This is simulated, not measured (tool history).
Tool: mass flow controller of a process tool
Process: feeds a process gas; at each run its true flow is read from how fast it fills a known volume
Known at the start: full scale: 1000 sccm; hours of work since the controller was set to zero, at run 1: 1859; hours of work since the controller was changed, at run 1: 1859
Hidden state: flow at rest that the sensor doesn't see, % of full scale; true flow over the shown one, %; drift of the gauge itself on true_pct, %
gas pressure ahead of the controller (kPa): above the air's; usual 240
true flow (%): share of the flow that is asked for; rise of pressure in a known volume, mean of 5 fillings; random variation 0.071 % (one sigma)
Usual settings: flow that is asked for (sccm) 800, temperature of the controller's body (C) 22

run,day,flow that is asked for (sccm),gas pressure ahead of the controller (kPa),temperature of the controller's body (C),hours of work since the controller was set to zero,hours of work since the controller was changed,true flow (%)
1,0.000,800,240,22,1859,1859,99.11
2,3.771,800,240,22,1922,1922,98.99
3,8.221,800,240,22,1996,1996,98.91
4,12.908,800,240,22,2073,2073,98.87
5,18.479,800,240,22,2166,2166,98.92
6,23.712,800,240,22,2253,2253,98.96
7,30.671,800,240,22,2368,2368,98.87
8,35.450,800,240,22,2447,2447,98.85
9,40.979,800,240,22,2539,2539,98.80
10,46.967,800,240,22,2638,2638,98.86
11,51.862,800,240,23,2719,2719,98.85
12,58.367,800,240,25,2827,2827,98.89
13,64.679,800,240,27,2932,2932,98.91
14,69.742,800,240,22,3016,3016,98.68
15,76.612,800,240,22,3130,3130,98.64
16,82.129,800,240,22,3221,3221,98.58
17,87.558,388,240,22,3311,3311,97.23
18,94.850,800,240,25,3432,3432,98.65
19,98.379,145,240,22,3491,3491,95.57
# day 98.738: controller's zero set anew
20,105.575,145,240,22,113,3610,94.90
21,108.812,145,240,22,167,3663,94.99
# day 110.938: controller's zero set anew, once more
22,112.092,800,240,22,19,3717,98.56
23,116.188,800,240,22,87,3785,98.61
24,123.092,800,240,38,202,3900,99.28
25,129.138,796,240,31,302,4000,98.85
26,132.883,260,224,36,364,4062,97.16
27,138.288,260,224,36,454,4152,97.08
28,144.912,260,231,22,563,4261,96.56
29,149.854,260,231,22,645,4343,96.67
30,157.075,260,231,22,765,4463,96.52
31,163.558,778,191,23,873,4571,98.05
32,168.925,211,234,27,961,4660,96.47
33,172.471,111,168,25,1020,4718,95.15
34,178.217,111,168,31,1116,4814,95.41
35,182.554,157,168,31,1187,4886,95.74
36,187.896,586,168,31,1276,4974,97.48
37,192.800,390,147,33,1357,5055,96.67
38,199.029,800,240,30,1461,5159,98.42
39,204.654,365,205,21,1554,5252,96.43
40,209.671,365,205,21,1637,5335,96.43
41,215.112,996,167,32,1727,5425,98.65
42,219.533,763,249,32,1801,5499,98.50
43,225.500,533,240,22,1900,5598,97.18
44,231.192,800,147,22,1994,5692,97.47
45,235.200,196,254,22,2060,5758,95.83
46,239.488,196,254,22,2131,5830,95.78
47,246.683,800,150,22,2251,5949,97.26

Forecast each of these 4 alternatives for the next run:
A,251.792,800,219,30,2335,6034,?
B,251.792,103,240,22,2335,6034,?
C,251.792,800,178,22,2335,6034,?
D,251.792,554,150,22,2335,6034,?

run,true flow (%)
A,98.08
B,94.64
C,97.47
D,96.64
Without the tool's hidden state the same runs would have given:
run,true flow (%)
A,99.64
B,97.36
C,99.03
D,98.28
